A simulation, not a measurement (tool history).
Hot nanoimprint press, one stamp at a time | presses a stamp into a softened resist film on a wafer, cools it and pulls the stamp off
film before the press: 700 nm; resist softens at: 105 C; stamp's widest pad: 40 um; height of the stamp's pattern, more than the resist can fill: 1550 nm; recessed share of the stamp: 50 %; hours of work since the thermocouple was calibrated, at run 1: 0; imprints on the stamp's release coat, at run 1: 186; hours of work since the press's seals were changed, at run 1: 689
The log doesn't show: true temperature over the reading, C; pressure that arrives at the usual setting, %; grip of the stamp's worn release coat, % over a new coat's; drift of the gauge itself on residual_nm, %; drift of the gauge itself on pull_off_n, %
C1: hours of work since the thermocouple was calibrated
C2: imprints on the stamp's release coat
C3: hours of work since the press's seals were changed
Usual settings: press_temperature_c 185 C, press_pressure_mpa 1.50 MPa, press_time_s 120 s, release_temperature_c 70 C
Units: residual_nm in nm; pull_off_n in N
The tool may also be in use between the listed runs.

{"run": 1, "hour": 0.0, "press_temperature_c": 185, "press_pressure_mpa": 1.5, "press_time_s": 120, "release_temperature_c": 70, "C1": 0, "C2": 186, "C3": 689, "residual_nm": 387.0, "pull_off_n": 112}
{"run": 2, "hour": 26.8, "press_temperature_c": 185, "press_pressure_mpa": 1.5, "press_time_s": 120, "release_temperature_c": 70, "C1": 16, "C2": 300, "C3": 705, "residual_nm": 384.8, "pull_off_n": 112}
{"run": 3, "hour": 53.9, "press_temperature_c": 185, "press_pressure_mpa": 0.91, "press_time_s": 120, "release_temperature_c": 70, "C1": 32, "C2": 415, "C3": 721, "residual_nm": 458.7, "pull_off_n": 116}
{"run": 4, "hour": 69.8, "press_temperature_c": 185, "press_pressure_mpa": 0.91, "press_time_s": 120, "release_temperature_c": 70, "C1": 42, "C2": 482, "C3": 731, "residual_nm": 457.9, "pull_off_n": 114}
{"run": 5, "hour": 99.7, "press_temperature_c": 185, "press_pressure_mpa": 0.91, "press_time_s": 120, "release_temperature_c": 70, "C1": 60, "C2": 609, "C3": 749, "residual_nm": 458.3, "pull_off_n": 121}
{"run": 6, "hour": 129.3, "press_temperature_c": 184, "press_pressure_mpa": 1.5, "press_time_s": 120, "release_temperature_c": 70, "C1": 77, "C2": 734, "C3": 766, "residual_nm": 396.0, "pull_off_n": 127}
{"hour": 154.1, "done": "stamp cleaned and given a new release coat"}
{"run": 7, "hour": 156.8, "press_temperature_c": 185, "press_pressure_mpa": 1.5, "press_time_s": 120, "release_temperature_c": 70, "C1": 90, "C2": 11, "C3": 779, "residual_nm": 384.1, "pull_off_n": 103}
{"run": 8, "hour": 178.7, "press_temperature_c": 185, "press_pressure_mpa": 1.5, "press_time_s": 120, "release_temperature_c": 70, "C1": 103, "C2": 104, "C3": 792, "residual_nm": 383.2, "pull_off_n": 108}
{"run": 9, "hour": 202.9, "press_temperature_c": 185, "press_pressure_mpa": 1.5, "press_time_s": 120, "release_temperature_c": 57, "C1": 118, "C2": 207, "C3": 807, "residual_nm": 384.0, "pull_off_n": 118}
{"run": 10, "hour": 219.7, "press_temperature_c": 180, "press_pressure_mpa": 2.04, "press_time_s": 120, "release_temperature_c": 57, "C1": 128, "C2": 278, "C3": 817, "residual_nm": 395.0, "pull_off_n": 116}
{"run": 11, "hour": 234.4, "press_temperature_c": 196, "press_pressure_mpa": 1.31, "press_time_s": 120, "release_temperature_c": 57, "C1": 137, "C2": 341, "C3": 826, "residual_nm": 292.5, "pull_off_n": 122}
{"hour": 239.3, "done": "plate thermocouple calibrated"}
{"run": 12, "hour": 263.2, "press_temperature_c": 185, "press_pressure_mpa": 2.17, "press_time_s": 120, "release_temperature_c": 70, "C1": 14, "C2": 450, "C3": 841, "residual_nm": 328.8, "pull_off_n": 116}
{"run": 13, "hour": 288.9, "press_temperature_c": 180, "press_pressure_mpa": 2.17, "press_time_s": 120, "release_temperature_c": 65, "C1": 30, "C2": 559, "C3": 856, "residual_nm": 387.8, "pull_off_n": 124}
{"hour": 313.8, "done": "press's hydraulic seals changed and the load cell set to zero"}
{"run": 14, "hour": 317.6, "press_temperature_c": 180, "press_pressure_mpa": 2.17, "press_time_s": 120, "release_temperature_c": 65, "C1": 42, "C2": 647, "C3": 2, "residual_nm": 371.6, "pull_off_n": 127}
{"hour": 341.3, "done": "plate thermocouple calibrated, once more"}
{"run": 15, "hour": 351.7, "press_temperature_c": 185, "press_pressure_mpa": 2.1, "press_time_s": 120, "release_temperature_c": 62, "C1": 6, "C2": 779, "C3": 21, "residual_nm": 327.1, "pull_off_n": 134}
{"hour": 366.3, "done": "stamp cleaned and given a new release coat"}
{"run": 16, "hour": 377.0, "press_temperature_c": 181, "press_pressure_mpa": 1.5, "press_time_s": 120, "release_temperature_c": 68, "C1": 18, "C2": 45, "C3": 32, "residual_nm": 423.7, "pull_off_n": 103}
{"run": 17, "hour": 398.2, "press_temperature_c": 181, "press_pressure_mpa": 1.5, "press_time_s": 120, "release_temperature_c": 68, "C1": 30, "C2": 135, "C3": 45, "residual_nm": 422.1, "pull_off_n": 112}
{"run": 18, "hour": 411.8, "press_temperature_c": 182, "press_pressure_mpa": 1.5, "press_time_s": 145, "release_temperature_c": 70, "C1": 39, "C2": 193, "C3": 53, "residual_nm": 386.9, "pull_off_n": 110}

Forecast each of these 5 alternatives for the next run:
{"run": "A", "hour": 443.4, "press_temperature_c": 182, "press_pressure_mpa": 1.09, "press_time_s": 239, "release_temperature_c": 68, "C1": 57, "C2": 327, "C3": 72, "residual_nm": "?", "pull_off_n": "?"}
{"run": "B", "hour": 443.4, "press_temperature_c": 185, "press_pressure_mpa": 1.3, "press_time_s": 120, "release_temperature_c": 60, "C1": 57, "C2": 327, "C3": 72, "residual_nm": "?", "pull_off_n": "?"}
{"run": "C", "hour": 443.4, "press_temperature_c": 175, "press_pressure_mpa": 1.5, "press_time_s": 87, "release_temperature_c": 71, "C1": 57, "C2": 327, "C3": 72, "residual_nm": "?", "pull_off_n": "?"}
{"run": "D", "hour": 443.4, "press_temperature_c": 182, "press_pressure_mpa": 1.67, "press_time_s": 145, "release_temperature_c": 70, "C1": 57, "C2": 327, "C3": 72, "residual_nm": "?", "pull_off_n": "?"}
{"run": "E", "hour": 443.4, "press_temperature_c": 182, "press_pressure_mpa": 0.94, "press_time_s": 145, "release_temperature_c": 70, "C1": 57, "C2": 327, "C3": 72, "residual_nm": "?", "pull_off_n": "?"}

run=A residual_nm=370.0 pull_off_n=117
run=B residual_nm=397.6 pull_off_n=117
run=C residual_nm=528.4 pull_off_n=114
run=D residual_nm=369.9 pull_off_n=111
run=E residual_nm=456.9 pull_off_n=115
Without the tool's hidden state the same runs would have given:
run=A residual_nm=371.7 pull_off_n=105
run=B residual_nm=399.2 pull_off_n=105
run=C residual_nm=529.9 pull_off_n=103
run=D residual_nm=371.4 pull_off_n=100
run=E residual_nm=458.6 pull_off_n=104
